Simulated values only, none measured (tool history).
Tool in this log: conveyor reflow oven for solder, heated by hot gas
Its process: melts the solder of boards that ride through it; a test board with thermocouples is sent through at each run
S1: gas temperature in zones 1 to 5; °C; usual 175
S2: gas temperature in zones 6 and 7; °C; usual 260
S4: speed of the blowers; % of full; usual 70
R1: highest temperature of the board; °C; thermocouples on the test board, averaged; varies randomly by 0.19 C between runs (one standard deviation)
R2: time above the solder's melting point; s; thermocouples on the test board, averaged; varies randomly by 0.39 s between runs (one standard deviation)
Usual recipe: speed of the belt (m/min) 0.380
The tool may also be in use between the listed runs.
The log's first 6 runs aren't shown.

run 7 hour=176.3 | S1=175 S2=260 speed_of_the_belt_(m/min)=0.360 S4=70 | R1=252.1 R2=79.1
run 8 hour=204.1 | S1=175 S2=260 speed_of_the_belt_(m/min)=0.360 S4=70 | R1=251.8 R2=78.6
run 9 hour=226.2 | S1=175 S2=260 speed_of_the_belt_(m/min)=0.334 S4=70 | R1=253.4 R2=87.6
run 10 hour=249.0 | S1=175 S2=260 speed_of_the_belt_(m/min)=0.334 S4=73 | R1=254.2 R2=88.4
run 11 hour=285.3 | S1=175 S2=260 speed_of_the_belt_(m/min)=0.380 S4=70 | R1=250.7 R2=73.8
run 12 hour=320.8 | S1=175 S2=260 speed_of_the_belt_(m/min)=0.380 S4=70 | R1=250.6 R2=73.6
-- hour=345.7 thermocouples of zones 6 and 7 changed
run 13 hour=345.7 | S1=175 S2=260 speed_of_the_belt_(m/min)=0.380 S4=70 | R1=249.8 R2=72.2
run 14 hour=370.4 | S1=175 S2=260 speed_of_the_belt_(m/min)=0.380 S4=70 | R1=250.0 R2=72.4
run 15 hour=405.2 | S1=175 S2=260 speed_of_the_belt_(m/min)=0.380 S4=70 | R1=250.3 R2=72.6
run 16 hour=421.2 | S1=175 S2=260 speed_of_the_belt_(m/min)=0.380 S4=70 | R1=250.0 R2=72.4
run 17 hour=459.4 | S1=175 S2=260 speed_of_the_belt_(m/min)=0.380 S4=70 | R1=249.8 R2=72.8
-- hour=486.4 flux residue cleaned out of gas plates and filters
run 18 hour=502.7 | S1=184 S2=255 speed_of_the_belt_(m/min)=0.418 S4=50 | R1=241.0 R2=57.3
run 19 hour=530.7 | S1=175 S2=260 speed_of_the_belt_(m/min)=0.380 S4=52 | R1=246.7 R2=68.2
run 20 hour=554.1 | S1=182 S2=272 speed_of_the_belt_(m/min)=0.380 S4=70 | R1=262.9 R2=84.6
run 21 hour=571.2 | S1=182 S2=272 speed_of_the_belt_(m/min)=0.423 S4=70 | R1=260.2 R2=74.4
run 22 hour=592.0 | S1=182 S2=272 speed_of_the_belt_(m/min)=0.423 S4=70 | R1=259.6 R2=74.5
run 23 hour=622.6 | S1=182 S2=272 speed_of_the_belt_(m/min)=0.423 S4=70 | R1=259.8 R2=74.3
run 24 hour=638.9 | S1=182 S2=272 speed_of_the_belt_(m/min)=0.423 S4=70 | R1=259.9 R2=74.0
run 25 hour=678.2 | S1=174 S2=248 speed_of_the_belt_(m/min)=0.302 S4=57 | R1=241.6 R2=84.7
run 26 hour=715.6 | S1=174 S2=248 speed_of_the_belt_(m/min)=0.302 S4=57 | R1=241.5 R2=83.8
run 27 hour=744.5 | S1=178 S2=248 speed_of_the_belt_(m/min)=0.302 S4=70 | R1=243.7 R2=90.5
run 28 hour=762.7 | S1=175 S2=262 speed_of_the_belt_(m/min)=0.380 S4=70 | R1=252.3 R2=75.3
run 29 hour=794.4 | S1=175 S2=260 speed_of_the_belt_(m/min)=0.458 S4=79 | R1=247.7 R2=57.9
run 30 hour=829.3 | S1=175 S2=274 speed_of_the_belt_(m/min)=0.458 S4=67 | R1=257.2 R2=63.4
run 31 hour=861.9 | S1=175 S2=274 speed_of_the_belt_(m/min)=0.458 S4=67 | R1=257.1 R2=63.6

Predict each of these 3 candidate next runs independently; none follows another, all start after run 31:
run A hour=892.8 | S1=175 S2=263 speed_of_the_belt_(m/min)=0.370 S4=89 | R1=? R2=?
run B hour=892.8 | S1=165 S2=274 speed_of_the_belt_(m/min)=0.458 S4=67 | R1=? R2=?
run C hour=892.8 | S1=172 S2=251 speed_of_the_belt_(m/min)=0.458 S4=87 | R1=? R2=?

run=A R1=256.3 R2=82.4
run=B R1=255.2 R2=58.8
run=C R1=240.5 R2=51.2
Had the tool no hidden state, the same runs would have come out as:
run=A R1=255.9 R2=80.4
run=B R1=254.8 R2=57.3
run=C R1=240.2 R2=50.0

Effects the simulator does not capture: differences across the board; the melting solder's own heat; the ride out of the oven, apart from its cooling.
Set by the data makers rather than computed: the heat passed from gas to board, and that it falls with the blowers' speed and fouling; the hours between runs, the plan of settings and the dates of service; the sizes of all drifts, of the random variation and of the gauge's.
